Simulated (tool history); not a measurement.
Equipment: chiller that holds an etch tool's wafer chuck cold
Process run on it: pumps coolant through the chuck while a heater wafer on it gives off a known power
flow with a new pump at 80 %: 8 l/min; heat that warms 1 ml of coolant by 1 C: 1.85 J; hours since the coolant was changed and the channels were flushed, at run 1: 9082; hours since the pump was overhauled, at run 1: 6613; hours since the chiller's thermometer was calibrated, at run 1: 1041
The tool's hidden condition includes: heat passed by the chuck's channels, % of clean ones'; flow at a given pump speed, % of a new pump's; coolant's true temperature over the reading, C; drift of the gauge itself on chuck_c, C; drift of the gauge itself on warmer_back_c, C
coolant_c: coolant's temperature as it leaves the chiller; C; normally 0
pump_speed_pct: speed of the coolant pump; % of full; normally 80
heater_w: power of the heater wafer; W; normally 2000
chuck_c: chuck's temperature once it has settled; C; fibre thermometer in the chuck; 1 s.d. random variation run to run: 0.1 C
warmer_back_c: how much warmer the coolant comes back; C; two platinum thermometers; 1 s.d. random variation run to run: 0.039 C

run	hour	coolant_c	pump_speed_pct	heater_w	hours since the coolant was changed and the channels were flushed	hours since the pump was overhauled	hours since the chiller's thermometer was calibrated	chuck_c	warmer_back_c
1	0	0	80	2000	9082	6613	1041	23.4	8.11
2	141.4	0	80	2000	9224	6755	1183	23.3	8.11
3	230.5	0	69	2000	9313	6844	1272	26.1	9.58
# hour 389.9: coolant changed, channels flushed
4	393.8	0	80	2302	4	7001	1429	26.9	9.32
5	506.9	0	80	2302	117	7114	1542	26.8	9.36
6	628.5	0	96	2000	239	7236	1664	20.5	6.79
7	745.1	0	96	2000	355	7352	1780	20.6	6.71
8	900.6	0	96	2000	511	7508	1936	20.5	6.62
# hour 1025.1: chiller's thermometer calibrated
9	1025.1	0	80	2388	634	7631	0	27.8	9.75
10	1095.8	0	80	2388	705	7702	71	27.6	9.69
11	1200.9	0	80	2388	810	7807	176	27.8	9.73
12	1299.1	0	80	2000	908	7905	274	23.1	8.11
13	1428.7	0	63	2000	1038	8035	404	27.7	10.46
14	1506.4	0	63	2000	1115	8112	481	27.6	10.42
15	1643.2	0	81	2000	1252	8249	618	23.2	8.01
16	1782.8	0	81	2000	1392	8389	758	23.1	8.03
17	1941.5	0	80	1482	1551	8548	916	17.1	6.05
18	2063.9	1	80	2000	1673	8670	1039	24.3	8.14
19	2194.8	0	80	2883	1804	8801	1170	33.4	11.65
20	2331	0	80	2883	1940	8937	1306	33.6	11.72
21	2473.7	0	64	2139	2083	9080	1449	29.3	11.03
22	2633.6	-8	80	2273	2243	9240	1608	18.5	9.24
23	2757.9	0	92	2000	2367	9364	1733	20.9	7.04
24	2895.8	0	92	2000	2505	9502	1871	21.1	7.03
25	2963.8	8	76	2000	2573	9570	1939	32	8.59
# hour 3093.4: chiller's thermometer calibrated
26	3130.9	0	98	2300	2739	9736	38	23.2	7.56
27	3227.4	-4	80	2000	2835	9832	134	19.2	8.18
28	3337.9	2	71	2000	2946	9943	244	27.2	9.2

Here are 5 independent what-if runs from the current tool condition. What would each one return?
A	3409.7	2	94	1008	3018	10015	316	?	?
B	3409.7	8	87	2000	3018	10015	316	?	?
C	3409.7	-4	71	2687	3018	10015	316	?	?
D	3409.7	9	80	2000	3018	10015	316	?	?
E	3409.7	1	98	2000	3018	10015	316	?	?

run	chuck_c	warmer_back_c
A	12.4	3.4
B	29.9	7.39
C	30.2	12.34
D	32.3	8.09
E	21	6.52
Without the tool's hidden state the same runs would have given:
run	chuck_c	warmer_back_c
A	12.4	3.4
B	29.9	7.38
C	30.2	12.33
D	32.2	8.09
E	21	6.52

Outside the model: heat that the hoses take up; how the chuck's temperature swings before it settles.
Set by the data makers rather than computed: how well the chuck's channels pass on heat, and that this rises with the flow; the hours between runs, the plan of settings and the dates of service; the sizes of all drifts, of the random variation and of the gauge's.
